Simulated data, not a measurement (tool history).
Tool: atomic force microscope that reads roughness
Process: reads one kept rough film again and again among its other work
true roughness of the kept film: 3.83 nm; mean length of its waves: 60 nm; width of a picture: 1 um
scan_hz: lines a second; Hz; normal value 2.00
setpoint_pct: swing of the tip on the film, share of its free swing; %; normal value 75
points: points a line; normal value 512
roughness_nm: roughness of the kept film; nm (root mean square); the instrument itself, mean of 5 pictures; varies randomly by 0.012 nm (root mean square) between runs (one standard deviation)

run	hour	scan_hz	setpoint_pct	points	roughness_nm
1	0.0	2.00	75	512	3.428
# hour 25.4: new tip fitted
2	39.3	2.00	87	512	3.402
3	61.2	2.00	75	512	3.537
# hour 64.8: height scale calibrated on a step standard
4	89.2	2.00	88	512	3.332
5	129.4	2.00	75	512	3.419
# hour 141.8: new tip fitted
6	164.2	2.00	75	512	3.552
7	204.0	2.00	75	512	3.492
8	230.0	2.00	75	512	3.444
# hour 255.4: new tip fitted
# hour 258.9: height scale calibrated on a step standard, once more
9	266.0	0.72	69	512	3.624
10	291.7	0.72	69	421	3.616

Some steps in roughness_nm, run to run, broken into two amounts with sign: the step expected even without the hidden condition (settings, incoming material, random variation), and the rest, left for the hidden condition together with whatever gauge scatter is not in both the measured and the hidden-condition-free result:
Unlogged tool condition in this case: radius of the tip, nm; height scale over the true one, %; drift of the gauge itself on roughness_nm, %.
Run 1 -> 2: setpoint_pct 75 -> 87, new tip fitted. roughness_nm -0.026 nm (root mean square): hidden state +0.116, all else -0.142.
Run 3 -> 4: setpoint_pct 75 -> 88, height scale calibrated on a step standard. roughness_nm -0.205 nm (root mean square): hidden state -0.021, all else -0.184.
